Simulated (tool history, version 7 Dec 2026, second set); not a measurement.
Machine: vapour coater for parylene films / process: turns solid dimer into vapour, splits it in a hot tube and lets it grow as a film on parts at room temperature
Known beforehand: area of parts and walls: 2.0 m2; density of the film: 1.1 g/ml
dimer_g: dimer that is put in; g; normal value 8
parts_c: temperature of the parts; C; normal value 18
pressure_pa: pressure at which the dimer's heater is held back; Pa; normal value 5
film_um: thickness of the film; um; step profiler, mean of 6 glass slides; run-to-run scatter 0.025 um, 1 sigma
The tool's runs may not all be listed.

run    hour  dimer_g  parts_c  pressure_pa  film_um
  1       0        8       18            5     1.84
  2    37.5       11       18            5     2.47
  3    89.7       11       18            5     2.47
  4   111.9        9       18            5     1.99
  5   144.3        9       18            5     1.97
  6     192        9       18            5     1.96
  7   214.6        9       18            5     1.95
      271.4  -- trap's valve overhauled
  8     272        9       18            5      2.2
  9   309.1        8       18            5     1.95
 10   331.3        8       18            5     1.94
 11   364.9        8       18            5     1.93
 12   415.8        8       18            5     1.86
 13   465.9        8       18            5     1.83
 14     500        8       18         4.18     1.93
 15   535.5        8       29          5.3     1.37
 16   586.1        8       11         6.06     2.15
 17   617.1        6       11         5.68     1.62
 18   666.3        8       16          6.4     1.84
 19   701.7        8       29            5     1.33
 20   752.3        6       11            5     1.62
 21   796.6       10       29         2.23     1.91
 22   833.9        8       18         7.68     1.61
 23   857.9        8       14         4.87     1.93
 24   880.7        8       14         6.16     1.85
 25   919.1        7       21        10.58     1.22
        942  -- trap's valve overhauled
 26   964.4        8       12         2.84      2.5
 27   996.1        5       14         4.94     1.35
 28  1026.8        5       14         4.94     1.33

Hidden state or all else? Some run-to-run changes of film_um, split into what the settings, what came in and random variation would give without the hidden state, and what is left for the hidden state (with any gauge scatter that isn't in both results):
What the log doesn't record here: vapour lost through the trap's worn valve, %; true temperature of the parts over the reading, C; drift of the gauge itself on film_um, %.
Run 7 -> 8: trap's valve overhauled. film_um +0.25 um: hidden state +0.23, all else +0.02.
Run 25 -> 26: dimer_g 7 -> 8, parts_c 21 -> 12, pressure_pa 10.58 -> 2.84, trap's valve overhauled. film_um +1.28 um: hidden state +0.12, all else +1.16.
Run 26 -> 27: dimer_g 8 -> 5, parts_c 12 -> 14, pressure_pa 2.84 -> 4.94. film_um -1.15 um: hidden state +0.01, all else -1.16.
